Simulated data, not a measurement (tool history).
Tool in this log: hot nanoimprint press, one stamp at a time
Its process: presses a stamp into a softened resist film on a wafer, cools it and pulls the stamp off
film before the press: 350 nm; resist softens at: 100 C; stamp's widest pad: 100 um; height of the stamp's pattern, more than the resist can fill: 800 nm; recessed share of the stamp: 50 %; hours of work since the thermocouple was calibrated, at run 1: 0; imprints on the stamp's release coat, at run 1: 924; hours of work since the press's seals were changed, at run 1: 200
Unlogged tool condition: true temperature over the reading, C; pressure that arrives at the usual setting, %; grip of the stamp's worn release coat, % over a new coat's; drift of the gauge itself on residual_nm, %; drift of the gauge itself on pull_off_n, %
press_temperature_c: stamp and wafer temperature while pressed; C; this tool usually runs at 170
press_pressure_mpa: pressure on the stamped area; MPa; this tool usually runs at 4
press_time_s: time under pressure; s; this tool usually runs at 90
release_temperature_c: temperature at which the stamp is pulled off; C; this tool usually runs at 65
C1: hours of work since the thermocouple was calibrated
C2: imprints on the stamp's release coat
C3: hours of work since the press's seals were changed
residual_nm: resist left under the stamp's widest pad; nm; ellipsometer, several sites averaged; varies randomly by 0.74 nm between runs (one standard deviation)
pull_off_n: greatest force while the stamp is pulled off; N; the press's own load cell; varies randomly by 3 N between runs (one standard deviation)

{"run": 1, "hour": 0.0, "press_temperature_c": 170, "press_pressure_mpa": 4, "press_time_s": 90, "release_temperature_c": 65, "C1": 0, "C2": 924, "C3": 200, "residual_nm": 142, "pull_off_n": 180}
{"run": 2, "hour": 16.1, "press_temperature_c": 170, "press_pressure_mpa": 4, "press_time_s": 90, "release_temperature_c": 65, "C1": 12, "C2": 1016, "C3": 212, "residual_nm": 141.4, "pull_off_n": 178}
{"run": 3, "hour": 31.2, "press_temperature_c": 170, "press_pressure_mpa": 3.84, "press_time_s": 90, "release_temperature_c": 65, "C1": 24, "C2": 1103, "C3": 224, "residual_nm": 143.9, "pull_off_n": 180}
{"run": 4, "hour": 39.8, "press_temperature_c": 170, "press_pressure_mpa": 4, "press_time_s": 90, "release_temperature_c": 65, "C1": 30, "C2": 1152, "C3": 230, "residual_nm": 140.5, "pull_off_n": 188}
{"run": 5, "hour": 51.8, "press_temperature_c": 170, "press_pressure_mpa": 4, "press_time_s": 90, "release_temperature_c": 59, "C1": 39, "C2": 1221, "C3": 239, "residual_nm": 140.1, "pull_off_n": 211}
{"run": 6, "hour": 61.5, "press_temperature_c": 170, "press_pressure_mpa": 4, "press_time_s": 90, "release_temperature_c": 59, "C1": 47, "C2": 1277, "C3": 246, "residual_nm": 141.4, "pull_off_n": 208}
{"run": 7, "hour": 75.2, "press_temperature_c": 170, "press_pressure_mpa": 4, "press_time_s": 90, "release_temperature_c": 65, "C1": 57, "C2": 1355, "C3": 257, "residual_nm": 141.2, "pull_off_n": 197}
{"run": 8, "hour": 83.4, "press_temperature_c": 170, "press_pressure_mpa": 4, "press_time_s": 90, "release_temperature_c": 65, "C1": 63, "C2": 1403, "C3": 263, "residual_nm": 140.2, "pull_off_n": 193}
{"run": 9, "hour": 91.1, "press_temperature_c": 170, "press_pressure_mpa": 4, "press_time_s": 90, "release_temperature_c": 69, "C1": 69, "C2": 1447, "C3": 269, "residual_nm": 140.4, "pull_off_n": 180}
{"run": 10, "hour": 103.6, "press_temperature_c": 170, "press_pressure_mpa": 4, "press_time_s": 90, "release_temperature_c": 69, "C1": 78, "C2": 1519, "C3": 278, "residual_nm": 139, "pull_off_n": 189}
{"hour": 113.0, "done": "stamp cleaned and given a new release coat"}
{"run": 11, "hour": 122.3, "press_temperature_c": 170, "press_pressure_mpa": 4, "press_time_s": 90, "release_temperature_c": 65, "C1": 88, "C2": 54, "C3": 288, "residual_nm": 140.2, "pull_off_n": 139}
{"run": 12, "hour": 136.1, "press_temperature_c": 170, "press_pressure_mpa": 4, "press_time_s": 90, "release_temperature_c": 65, "C1": 98, "C2": 133, "C3": 298, "residual_nm": 138.2, "pull_off_n": 152}
{"run": 13, "hour": 151.7, "press_temperature_c": 170, "press_pressure_mpa": 4, "press_time_s": 90, "release_temperature_c": 65, "C1": 110, "C2": 222, "C3": 310, "residual_nm": 139.3, "pull_off_n": 153}
{"run": 14, "hour": 160.1, "press_temperature_c": 170, "press_pressure_mpa": 2.89, "press_time_s": 90, "release_temperature_c": 61, "C1": 117, "C2": 270, "C3": 316, "residual_nm": 162.8, "pull_off_n": 161}
{"run": 15, "hour": 167.4, "press_temperature_c": 170, "press_pressure_mpa": 2.89, "press_time_s": 90, "release_temperature_c": 61, "C1": 122, "C2": 313, "C3": 322, "residual_nm": 162.5, "pull_off_n": 157}
{"run": 16, "hour": 179.2, "press_temperature_c": 170, "press_pressure_mpa": 2.89, "press_time_s": 90, "release_temperature_c": 61, "C1": 131, "C2": 380, "C3": 331, "residual_nm": 161, "pull_off_n": 167}
{"run": 17, "hour": 193.3, "press_temperature_c": 170, "press_pressure_mpa": 3.55, "press_time_s": 112, "release_temperature_c": 61, "C1": 142, "C2": 461, "C3": 341, "residual_nm": 134.4, "pull_off_n": 167}

Run 18 has not been measured yet. What should we expect?
{"run": 18, "hour": 201.9, "press_temperature_c": 170, "press_pressure_mpa": 3.55, "press_time_s": 112, "release_temperature_c": 61, "C1": 148, "C2": 510, "C3": 348, "residual_nm": "?", "pull_off_n": "?"}

Run 18 gave residual_nm 134.8 nm, pull_off_n 173 N.
Minus the tool's unlogged condition, the same run would have read residual_nm 138.2 nm, pull_off_n 154 N.
